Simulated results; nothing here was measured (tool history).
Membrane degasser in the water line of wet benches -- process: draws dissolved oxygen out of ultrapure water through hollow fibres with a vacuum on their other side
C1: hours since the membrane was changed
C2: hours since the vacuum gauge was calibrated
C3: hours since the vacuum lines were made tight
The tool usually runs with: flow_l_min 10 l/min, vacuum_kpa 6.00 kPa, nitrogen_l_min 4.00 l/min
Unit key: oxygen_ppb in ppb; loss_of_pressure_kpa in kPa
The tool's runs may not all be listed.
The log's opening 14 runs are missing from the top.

run 15 hour=1760.9 | flow_l_min=10 vacuum_kpa=6.00 nitrogen_l_min=10.66 | C1=6477 C2=574 C3=4345 | oxygen_ppb=295.5 loss_of_pressure_kpa=68.85
run 16 hour=1909.8 | flow_l_min=9 vacuum_kpa=6.00 nitrogen_l_min=4.00 | C1=6626 C2=723 C3=4494 | oxygen_ppb=243.2 loss_of_pressure_kpa=61.70
run 17 hour=2076.6 | flow_l_min=10 vacuum_kpa=3.80 nitrogen_l_min=4.00 | C1=6793 C2=889 C3=4661 | oxygen_ppb=288.5 loss_of_pressure_kpa=68.07
-- hour=2189.8 seals of the vacuum lines changed
run 18 hour=2246.4 | flow_l_min=10 vacuum_kpa=3.80 nitrogen_l_min=4.00 | C1=6961 C2=1057 C3=57 | oxygen_ppb=286.6 loss_of_pressure_kpa=67.93
run 19 hour=2368.8 | flow_l_min=10 vacuum_kpa=3.80 nitrogen_l_min=4.00 | C1=7083 C2=1180 C3=179 | oxygen_ppb=287.9 loss_of_pressure_kpa=68.22
run 20 hour=2535.4 | flow_l_min=16 vacuum_kpa=3.80 nitrogen_l_min=5.13 | C1=7250 C2=1346 C3=346 | oxygen_ppb=682.8 loss_of_pressure_kpa=109.13
run 21 hour=2643.8 | flow_l_min=15 vacuum_kpa=3.80 nitrogen_l_min=3.87 | C1=7358 C2=1455 C3=454 | oxygen_ppb=621.2 loss_of_pressure_kpa=101.65
run 22 hour=2804.6 | flow_l_min=8 vacuum_kpa=6.54 nitrogen_l_min=4.00 | C1=7519 C2=1616 C3=615 | oxygen_ppb=187.9 loss_of_pressure_kpa=54.21
run 23 hour=2909.0 | flow_l_min=12 vacuum_kpa=6.54 nitrogen_l_min=4.00 | C1=7624 C2=1720 C3=719 | oxygen_ppb=438.6 loss_of_pressure_kpa=81.72
run 24 hour=2996.7 | flow_l_min=12 vacuum_kpa=6.54 nitrogen_l_min=4.00 | C1=7711 C2=1808 C3=807 | oxygen_ppb=444.1 loss_of_pressure_kpa=81.00
-- hour=3054.0 gauge calibrated
run 25 hour=3147.9 | flow_l_min=9 vacuum_kpa=9.93 nitrogen_l_min=8.70 | C1=7863 C2=1959 C3=958 | oxygen_ppb=241.6 loss_of_pressure_kpa=62.75
run 26 hour=3307.3 | flow_l_min=9 vacuum_kpa=9.93 nitrogen_l_min=8.70 | C1=8022 C2=2118 C3=1118 | oxygen_ppb=244.0 loss_of_pressure_kpa=62.42
run 27 hour=3470.9 | flow_l_min=9 vacuum_kpa=9.93 nitrogen_l_min=8.70 | C1=8185 C2=2282 C3=1281 | oxygen_ppb=241.5 loss_of_pressure_kpa=62.21
run 28 hour=3638.9 | flow_l_min=15 vacuum_kpa=7.52 nitrogen_l_min=4.00 | C1=8353 C2=2450 C3=1449 | oxygen_ppb=660.3 loss_of_pressure_kpa=104.09
run 29 hour=3743.3 | flow_l_min=15 vacuum_kpa=7.52 nitrogen_l_min=4.00 | C1=8458 C2=2554 C3=1553 | oxygen_ppb=660.3 loss_of_pressure_kpa=103.06
run 30 hour=3876.9 | flow_l_min=15 vacuum_kpa=7.52 nitrogen_l_min=3.80 | C1=8591 C2=2688 C3=1687 | oxygen_ppb=653.3 loss_of_pressure_kpa=104.13

Run 31, settings as shown, results not yet in. Your forecast:
run 31 hour=3972.9 | flow_l_min=6 vacuum_kpa=4.24 nitrogen_l_min=3.80 | C1=8687 C2=2784 C3=1783 | oxygen_ppb=? loss_of_pressure_kpa=?

oxygen_ppb: 82.7 ppb
loss_of_pressure_kpa: 41.33 kPa
The same run, on a tool lacking any hidden state, would have yielded oxygen_ppb 82.4 ppb, loss_of_pressure_kpa 41.61 kPa.

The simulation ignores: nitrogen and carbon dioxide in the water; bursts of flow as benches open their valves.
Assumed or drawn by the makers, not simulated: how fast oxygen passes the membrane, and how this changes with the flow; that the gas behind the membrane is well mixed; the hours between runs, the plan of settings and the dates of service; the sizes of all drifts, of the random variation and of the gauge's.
